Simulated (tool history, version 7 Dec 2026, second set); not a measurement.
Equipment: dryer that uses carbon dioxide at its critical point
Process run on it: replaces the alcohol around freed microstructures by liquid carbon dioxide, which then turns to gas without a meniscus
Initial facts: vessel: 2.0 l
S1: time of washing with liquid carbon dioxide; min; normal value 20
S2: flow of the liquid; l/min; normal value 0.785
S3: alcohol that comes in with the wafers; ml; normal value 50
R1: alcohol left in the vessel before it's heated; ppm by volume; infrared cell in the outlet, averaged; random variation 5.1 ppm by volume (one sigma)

run	hour	S1	S2	S3	R1
1	0	20	0.785	50	128
2	27.6	20	0.785	50	137
3	59.4	20	0.785	50	136
4	87.3	20	0.785	50	131
5	104.1	12	0.785	50	1025
# hour 128.9: inlet filter changed
6	128.9	20	0.785	50	89
7	148.6	20	0.591	50	338
8	171.7	20	0.591	50	350
9	192.7	24	0.785	50	46
10	214.9	24	0.785	50	54
11	235.6	20	0.785	43	101
12	260.5	18	0.785	50	171
13	286.2	18	0.785	50	168
14	300.8	18	0.785	50	176
15	323.1	18	0.785	50	170
16	344.7	20	0.819	50	88
17	365.1	20	0.739	50	147
18	385.6	20	0.739	50	158
19	412.4	20	0.739	50	166
20	430.2	20	0.739	50	166
21	445.7	27	0.785	50	44
22	476	27	0.512	50	244
23	506.9	20	0.524	20	315
24	528.8	14	1.252	119	135
25	555.1	14	0.785	50	557
26	568.7	18	1.175	50	46
27	594.9	18	1.175	50	57
28	616.1	16	0.785	44	313
29	637.3	19	0.558	37	547
30	660.4	19	0.686	37	259
31	675.1	19	0.686	37	253
# hour 694.8: inlet filter changed
32	702.3	25	0.589	50	152
33	723.5	25	0.589	50	139
34	743.8	28	1.007	50	44
35	762.8	14	0.785	50	460
36	784.6	17	1.312	90	58
37	804.5	18	0.785	50	169
38	820.2	18	0.785	50	172
39	838.4	18	0.785	50	185
40	852.5	15	0.785	50	368
41	876.3	18	0.785	50	178
42	900.4	18	1.01	50	74
43	923.3	23	1.107	96	46
44	941.2	24	0.974	116	59

Alternative continuations, all from the tool just after run 44; predict every row:
A	960.7	18	0.567	24	?
B	960.7	20	0.785	21	?
C	960.7	20	0.974	28	?

run	R1
A	382
B	86
C	52
With no hidden state in the tool, these same runs would have given:
run	R1
A	287
B	36
C	8
